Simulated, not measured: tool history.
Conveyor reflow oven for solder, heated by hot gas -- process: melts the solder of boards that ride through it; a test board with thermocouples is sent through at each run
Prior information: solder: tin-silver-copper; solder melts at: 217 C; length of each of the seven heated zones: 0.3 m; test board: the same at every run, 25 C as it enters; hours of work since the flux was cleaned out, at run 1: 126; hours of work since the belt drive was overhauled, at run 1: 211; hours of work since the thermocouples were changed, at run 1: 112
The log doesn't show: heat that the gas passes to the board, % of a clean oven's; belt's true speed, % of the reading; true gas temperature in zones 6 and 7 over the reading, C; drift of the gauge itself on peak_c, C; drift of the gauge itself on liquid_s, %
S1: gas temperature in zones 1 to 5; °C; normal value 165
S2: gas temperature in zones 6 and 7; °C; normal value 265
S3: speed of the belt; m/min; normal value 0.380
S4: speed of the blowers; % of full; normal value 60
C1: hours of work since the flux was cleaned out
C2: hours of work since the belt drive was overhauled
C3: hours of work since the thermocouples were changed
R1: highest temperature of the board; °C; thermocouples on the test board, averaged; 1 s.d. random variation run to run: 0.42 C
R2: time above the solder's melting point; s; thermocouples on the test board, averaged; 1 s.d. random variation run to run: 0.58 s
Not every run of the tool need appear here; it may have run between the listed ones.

Run 1, hour 0.0: usual settings; C1 126; C2 211; C3 112. Result: R1 238.8 °C, R2 49.2 s.
Run 2, hour 18.4: usual settings; C1 138; C2 223; C3 124. Result: R1 239.3 °C, R2 50.3 s.
Run 3, hour 35.2: usual settings; C1 149; C2 234; C3 135. Result: R1 238.8 °C, R2 49.2 s.
Run 4, hour 45.9: usual settings; C1 156; C2 241; C3 142. Result: R1 238.1 °C, R2 48.6 s.
Run 5, hour 57.1: usual settings; C1 163; C2 248; C3 150. Result: R1 239.3 °C, R2 49.7 s.
Run 6, hour 74.5: usual settings but S3 0.451 m/min; C1 175; C2 259; C3 161. Result: R1 231.6 °C, R2 28.4 s.
Run 7, hour 84.1: usual settings but S3 0.451 m/min; C1 181; C2 265; C3 167. Result: R1 230.0 °C, R2 29.0 s.
Run 8, hour 102.5: usual settings but S3 0.451 m/min; C1 193; C2 277; C3 179. Result: R1 230.7 °C, R2 27.9 s.
At hour 108.7: flux residue cleaned out of gas plates and filters.
Run 9, hour 126.5: usual settings but S3 0.353 m/min; C1 12; C2 290; C3 191. Result: R1 241.6 °C, R2 57.7 s.
Run 10, hour 139.6: usual settings but S1 166 °C, S3 0.353 m/min; C1 20; C2 298; C3 200. Result: R1 242.0 °C, R2 58.2 s.
Run 11, hour 155.7: usual settings but S1 166 °C, S3 0.353 m/min; C1 31; C2 309; C3 210. Result: R1 242.1 °C, R2 58.2 s.
Run 12, hour 167.0: usual settings but S2 258 °C, S4 67 % of full; C1 38; C2 316; C3 218. Result: R1 233.7 °C, R2 44.5 s.
Run 13, hour 184.1: usual settings but S2 258 °C, S4 67 % of full; C1 49; C2 327; C3 229. Result: R1 234.9 °C, R2 44.3 s.
Run 14, hour 200.0: usual settings but S1 152 °C, S2 277 °C, S3 0.393 m/min, S4 54 % of full; C1 59; C2 338; C3 239. Result: R1 239.2 °C, R2 42.4 s.
Run 15, hour 213.2: usual settings but S1 178 °C, S4 74 % of full; C1 68; C2 346; C3 248. Result: R1 246.0 °C, R2 64.2 s.
At hour 223.8: flux residue cleaned out of gas plates and filters, once more.
Run 16, hour 229.2: usual settings but S3 0.452 m/min, S4 76 % of full; C1 4; C2 353; C3 255. Result: R1 238.2 °C, R2 40.8 s.
Run 17, hour 244.3: usual settings but S3 0.452 m/min, S4 76 % of full; C1 13; C2 363; C3 265. Result: R1 238.7 °C, R2 40.5 s.
Run 18, hour 256.5: usual settings but S3 0.452 m/min, S4 76 % of full; C1 21; C2 371; C3 273. Result: R1 238.9 °C, R2 41.5 s.
Run 19, hour 270.8: usual settings but S1 158 °C, S2 256 °C, S3 0.438 m/min, S4 67 % of full; C1 31; C2 381; C3 282. Result: R1 228.1 °C, R2 23.9 s.

Consider 4 possible next runs. They are alternatives, not a sequence: every one starts from the tool as it was left by run 19. What does each give?
Run A, hour 278.9: usual settings but S1 162 °C, S2 276 °C, S3 0.438 m/min, S4 51 % of full; C1 36; C2 386; C3 287. Result: R1 ?, R2 ?.
Run B, hour 278.9: usual settings but S1 172 °C, S2 263 °C, S3 0.351 m/min; C1 36; C2 386; C3 287. Result: R1 ?, R2 ?.
Run C, hour 278.9: usual settings but S1 178 °C; C1 36; C2 386; C3 287. Result: R1 ?, R2 ?.
Run D, hour 278.9: usual settings but S2 260 °C; C1 36; C2 386; C3 287. Result: R1 ?, R2 ?.

run     R1    R2
  A  235.6  36.2
  B  243.1  64.6
  C  243.2  60.6
  D  236.8  45.4
Without the tool's unlogged condition, the same runs would have read:
run     R1    R2
  A  234.9  34.7
  B  242.4  62.8
  C  242.5  59.0
  D  236.2  43.8
